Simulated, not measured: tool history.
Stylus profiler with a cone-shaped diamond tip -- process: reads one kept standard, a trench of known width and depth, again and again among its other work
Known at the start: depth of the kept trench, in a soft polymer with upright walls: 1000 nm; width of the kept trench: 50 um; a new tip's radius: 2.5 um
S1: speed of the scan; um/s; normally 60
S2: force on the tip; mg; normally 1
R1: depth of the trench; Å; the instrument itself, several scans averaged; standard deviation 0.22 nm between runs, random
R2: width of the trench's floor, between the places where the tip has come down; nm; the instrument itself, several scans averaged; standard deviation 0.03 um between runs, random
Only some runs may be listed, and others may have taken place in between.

| run | hour | S1 | S2 | R1 | R2 |
|---|---|---|---|---|---|
| 1 | 0 | 60 | 1 | 10060.6 | 43460 |
| 2 | 19.9 | 60 | 2.07 | 10077.5 | 43640 |
| 3 | 44.8 | 60 | 2.07 | 10076.9 | 43540 |
| 4 | 59 | 60 | 2.07 | 10076.4 | 43570 |
| 5 | 84.1 | 60 | 1.53 | 10065.7 | 43440 |
| 6 | 109 | 21 | 1 | 10060.1 | 43650 |
| 7 | 136 | 21 | 1 | 10057.3 | 43650 |
| 8 | 149.9 | 21 | 1 | 10058.5 | 43670 |
| 9 | 174.7 | 21 | 1 | 10064.5 | 43580 |
| 10 | 193.3 | 60 | 1 | 10059.6 | 43190 |
| 11 | 210.2 | 60 | 0.84 | 10059.7 | 43040 |
| 12 | 227.7 | 60 | 1.32 | 10062.2 | 43180 |
| 13 | 252.3 | 60 | 1.32 | 10065.8 | 43150 |
| 14 | 273.1 | 60 | 1.32 | 10069.2 | 43130 |
| 15 | 290.9 | 60 | 0.68 | 10053.8 | 42910 |
| 16 | 314.6 | 225 | 0.83 | 10056.4 | 41050 |
| 17 | 338.8 | 225 | 0.83 | 10059.2 | 40990 |
| 18 | 362.7 | 38 | 1.24 | 10068.9 | 43160 |
| 19 | 385 | 38 | 1.24 | 10068.6 | 43180 |
| 20 | 409.4 | 35 | 1 | 10063.1 | 43170 |

Estimate the outcome of run 21 from the log above:
| 21 | 438 | 78 | 2.46 | ? | ? |

R1: 10094.7 Å
R2: 42910 nm
Minus the tool's unlogged condition, the same run would have read R1 10064.8 Å, R2 45480 nm.
